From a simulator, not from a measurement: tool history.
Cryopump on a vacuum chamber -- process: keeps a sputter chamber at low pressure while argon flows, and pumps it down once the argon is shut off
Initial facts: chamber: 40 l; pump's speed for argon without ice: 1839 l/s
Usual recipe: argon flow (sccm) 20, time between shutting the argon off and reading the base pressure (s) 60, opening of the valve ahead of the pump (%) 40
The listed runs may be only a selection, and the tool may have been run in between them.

run,hour,argon flow (sccm),time between shutting the argon off and reading the base pressure (s),opening of the valve ahead of the pump (%),pressure while argon flows (Pa),pressure after the wait (uPa)
1,0.0,20,60,40,0.0519,2.51
2,8.8,20,60,40,0.0520,2.43
3,23.4,20,42,40,0.0523,3.05
4,35.1,20,42,40,0.0521,3.08
5,44.5,20,60,24,0.0836,2.55
6,62.2,18,60,40,0.0475,2.63
7,75.9,18,60,40,0.0482,2.52
8,89.0,20,60,40,0.0539,2.57
9,106.9,20,42,40,0.0542,3.15
10,121.9,9,42,40,0.0252,3.14
11,137.7,17,60,40,0.0452,2.61
12,154.2,17,34,40,0.0474,3.65
13,171.6,20,70,40,0.0556,2.52
14,180.2,20,70,40,0.0555,2.59
15,194.4,25,264,40,0.0697,1.72
# hour 202.1: pump warmed up, emptied and cooled again
16,215.7,20,58,40,0.0465,2.32
17,224.3,20,66,30,0.0616,2.15
18,239.1,20,66,30,0.0613,2.13
19,255.0,20,29,42,0.0446,3.65
20,268.3,20,29,42,0.0444,3.58
21,278.8,20,29,42,0.0446,3.76
22,288.3,22,60,44,0.0477,2.28
23,300.9,11,208,44,0.0246,1.41
24,319.1,11,208,44,0.0247,1.41
25,332.4,20,162,42,0.0453,1.54
26,344.0,36,105,36,0.0951,1.79
27,357.5,36,105,36,0.0954,1.82
28,373.5,36,105,36,0.0955,1.81

Results per run with the tool's hidden condition removed, run-to-run variation unchanged:
Hidden state present: pump's speed, % of a pump's without ice; cold plate's temperature, K; leak into the chamber, uPa l/s; drift of the gauge itself on working_pa, %; drift of the gauge itself on base_upa, %.
run,pressure while argon flows (Pa),pressure after the wait (uPa)
1,0.0458,1.52
2,0.0458,1.47
3,0.0458,2.04
4,0.0454,2.06
5,0.0767,1.52
6,0.0410,1.56
7,0.0414,1.46
8,0.0462,1.48
9,0.0461,2.04
10,0.0214,2.03
11,0.0379,1.46
12,0.0398,2.47
13,0.0462,1.30
14,0.0461,1.34
15,0.0574,0.48
16,0.0461,1.54
17,0.0612,1.36
18,0.0608,1.34
19,0.0439,2.85
20,0.0435,2.79
21,0.0436,2.93
22,0.0465,1.46
23,0.0239,0.56
24,0.0239,0.55
25,0.0437,0.64
26,0.0919,0.90
27,0.0920,0.93
28,0.0917,0.90
